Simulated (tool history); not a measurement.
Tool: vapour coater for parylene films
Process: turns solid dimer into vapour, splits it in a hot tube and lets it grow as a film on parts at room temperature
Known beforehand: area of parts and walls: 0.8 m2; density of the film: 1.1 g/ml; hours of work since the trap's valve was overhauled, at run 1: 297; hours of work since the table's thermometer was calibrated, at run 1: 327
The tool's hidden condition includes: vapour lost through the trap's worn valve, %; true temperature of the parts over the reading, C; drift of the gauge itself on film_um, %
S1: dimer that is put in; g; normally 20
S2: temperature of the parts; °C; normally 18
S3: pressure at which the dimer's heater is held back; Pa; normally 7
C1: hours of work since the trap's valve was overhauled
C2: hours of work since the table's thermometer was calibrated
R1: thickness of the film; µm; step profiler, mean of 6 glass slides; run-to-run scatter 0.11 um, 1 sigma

run	day	S1	S2	S3	C1	C2	R1
1	0	20	18	7	297	327	12.34
2	0.433	20	18	11.04	304	334	11.65
3	1.129	20	18	7	315	345	12.22
4	1.558	20	18	7	322	352	12.24
5	1.958	20	18	7	329	358	12.39
6	2.65	30	18	7	340	369	18.38
7	3.296	20	18	3.32	350	380	13.67
8	3.808	20	18	7	358	388	12.17
9	4.129	20	18	7	363	393	12.23
10	4.738	33	12	10.87	373	403	25.41
# day 4.942: trap's valve overhauled
11	5.517	33	12	10.87	9	413	24.67
12	6.092	33	12	10.87	18	422	24.57
13	6.55	10	18	6	26	429	5.97
14	6.983	9	18	6	33	436	5.41
15	7.271	9	18	6	37	441	5.39
# day 8.133: trap's valve overhauled, once more
16	8.133	20	16	7	0	452	14.15
17	8.483	20	13	3.73	6	457	17.98

Predict each of these 4 candidate next runs independently; none follows another, all start after run 17:
A	9.154	30	14	3.01	16	468	?
B	9.154	16	11	2.74	16	468	?
C	9.154	15	18	3.61	16	468	?
D	9.154	19	13	3.73	16	468	?

run	R1
A	26.1
B	15.93
C	10.32
D	16.93
With no hidden state in the tool, these same runs would have given:
run	R1
A	26.6
B	16.24
C	10.51
D	17.26
